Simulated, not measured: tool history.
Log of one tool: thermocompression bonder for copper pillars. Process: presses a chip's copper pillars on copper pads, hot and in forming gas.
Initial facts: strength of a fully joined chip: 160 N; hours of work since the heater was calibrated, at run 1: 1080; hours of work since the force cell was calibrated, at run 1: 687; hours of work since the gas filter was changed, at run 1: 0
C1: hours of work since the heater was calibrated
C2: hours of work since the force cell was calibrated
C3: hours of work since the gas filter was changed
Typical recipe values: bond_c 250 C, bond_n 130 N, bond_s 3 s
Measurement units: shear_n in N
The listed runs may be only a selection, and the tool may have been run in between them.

run 1 hour=0.0 | bond_c=250 bond_n=130 bond_s=3 | C1=1080 C2=687 C3=0 | shear_n=99.5
run 2 hour=11.7 | bond_c=250 bond_n=88 bond_s=3 | C1=1089 C2=696 C3=9 | shear_n=71.3
run 3 hour=21.6 | bond_c=250 bond_n=88 bond_s=3 | C1=1096 C2=704 C3=17 | shear_n=71.6
run 4 hour=43.3 | bond_c=250 bond_n=130 bond_s=3 | C1=1113 C2=721 C3=33 | shear_n=99.5
run 5 hour=60.6 | bond_c=250 bond_n=130 bond_s=3 | C1=1127 C2=734 C3=47 | shear_n=99.6
run 6 hour=78.4 | bond_c=250 bond_n=130 bond_s=3 | C1=1140 C2=748 C3=61 | shear_n=99.8
run 7 hour=92.4 | bond_c=250 bond_n=130 bond_s=3 | C1=1151 C2=759 C3=71 | shear_n=99.9
run 8 hour=108.1 | bond_c=250 bond_n=130 bond_s=6 | C1=1163 C2=771 C3=84 | shear_n=119.7
run 9 hour=124.2 | bond_c=250 bond_n=130 bond_s=3 | C1=1176 C2=783 C3=96 | shear_n=99.5
run 10 hour=146.9 | bond_c=250 bond_n=130 bond_s=3 | C1=1193 C2=801 C3=114 | shear_n=98.9
run 11 hour=163.6 | bond_c=250 bond_n=130 bond_s=3 | C1=1206 C2=814 C3=126 | shear_n=98.6
run 12 hour=175.9 | bond_c=250 bond_n=130 bond_s=3 | C1=1216 C2=823 C3=136 | shear_n=99.2
run 13 hour=192.9 | bond_c=250 bond_n=130 bond_s=3 | C1=1229 C2=836 C3=149 | shear_n=100.5
run 14 hour=202.8 | bond_c=250 bond_n=130 bond_s=3 | C1=1237 C2=844 C3=157 | shear_n=100.5
run 15 hour=220.0 | bond_c=250 bond_n=130 bond_s=3 | C1=1250 C2=857 C3=170 | shear_n=100.2
run 16 hour=231.7 | bond_c=250 bond_n=130 bond_s=3 | C1=1259 C2=866 C3=179 | shear_n=99.5
run 17 hour=254.8 | bond_c=250 bond_n=130 bond_s=3 | C1=1277 C2=884 C3=197 | shear_n=100.2
-- hour=271.8 heater calibrated with a thermocouple chip
run 18 hour=278.6 | bond_c=258 bond_n=130 bond_s=3 | C1=5 C2=901 C3=214 | shear_n=105.5
run 19 hour=299.4 | bond_c=258 bond_n=130 bond_s=3 | C1=21 C2=917 C3=230 | shear_n=107.6
run 20 hour=322.3 | bond_c=258 bond_n=130 bond_s=3 | C1=39 C2=935 C3=248 | shear_n=106.7
run 21 hour=340.2 | bond_c=250 bond_n=130 bond_s=3 | C1=53 C2=949 C3=261 | shear_n=99.4
run 22 hour=354.8 | bond_c=250 bond_n=130 bond_s=3 | C1=64 C2=960 C3=273 | shear_n=99.2
run 23 hour=369.2 | bond_c=244 bond_n=103 bond_s=3 | C1=75 C2=971 C3=284 | shear_n=75.5
-- hour=371.5 forming gas filter changed
run 24 hour=382.9 | bond_c=244 bond_n=103 bond_s=3 | C1=86 C2=981 C3=9 | shear_n=76.3
run 25 hour=404.4 | bond_c=232 bond_n=132 bond_s=3 | C1=102 C2=998 C3=25 | shear_n=84.5
run 26 hour=415.9 | bond_c=247 bond_n=130 bond_s=3 | C1=111 C2=1007 C3=34 | shear_n=96.2
run 27 hour=430.9 | bond_c=278 bond_n=130 bond_s=2 | C1=123 C2=1018 C3=46 | shear_n=112.9
run 28 hour=442.7 | bond_c=278 bond_n=130 bond_s=2 | C1=132 C2=1028 C3=55 | shear_n=112.8
run 29 hour=459.1 | bond_c=255 bond_n=106 bond_s=2 | C1=144 C2=1040 C3=68 | shear_n=77.5
run 30 hour=476.6 | bond_c=240 bond_n=81 bond_s=8 | C1=158 C2=1054 C3=81 | shear_n=84.0
run 31 hour=489.2 | bond_c=272 bond_n=100 bond_s=4 | C1=168 C2=1064 C3=91 | shear_n=107.7
run 32 hour=512.8 | bond_c=272 bond_n=100 bond_s=4 | C1=186 C2=1082 C3=109 | shear_n=107.1
run 33 hour=524.4 | bond_c=272 bond_n=100 bond_s=4 | C1=195 C2=1091 C3=118 | shear_n=107.1
run 34 hour=542.3 | bond_c=272 bond_n=100 bond_s=4 | C1=209 C2=1105 C3=132 | shear_n=107.6
run 35 hour=558.6 | bond_c=272 bond_n=100 bond_s=4 | C1=221 C2=1117 C3=145 | shear_n=108.7
run 36 hour=571.6 | bond_c=267 bond_n=90 bond_s=3 | C1=231 C2=1127 C3=155 | shear_n=86.5
run 37 hour=593.9 | bond_c=274 bond_n=83 bond_s=5 | C1=249 C2=1144 C3=172 | shear_n=100.0
run 38 hour=606.9 | bond_c=250 bond_n=97 bond_s=3 | C1=259 C2=1155 C3=182 | shear_n=78.7
run 39 hour=629.1 | bond_c=250 bond_n=97 bond_s=3 | C1=276 C2=1172 C3=199 | shear_n=77.9
run 40 hour=652.8 | bond_c=227 bond_n=94 bond_s=3 | C1=294 C2=1190 C3=217 | shear_n=56.1
run 41 hour=674.5 | bond_c=227 bond_n=82 bond_s=2 | C1=311 C2=1207 C3=234 | shear_n=40.8

How the hidden state differs across the entries between the runs, from the last listed run before each to the first after it:
Between runs 17 and 18: heater calibrated with a thermocouple chip (hour 271.8)
  true temperature of the bond over the reading, C: 0.3 -> 0; oxide that the forming gas leaves, % of the face: 1.03 -> 1.07
Between runs 23 and 24: forming gas filter changed (hour 371.5)
  oxide that the forming gas leaves, % of the face: 1.26 -> 0.53
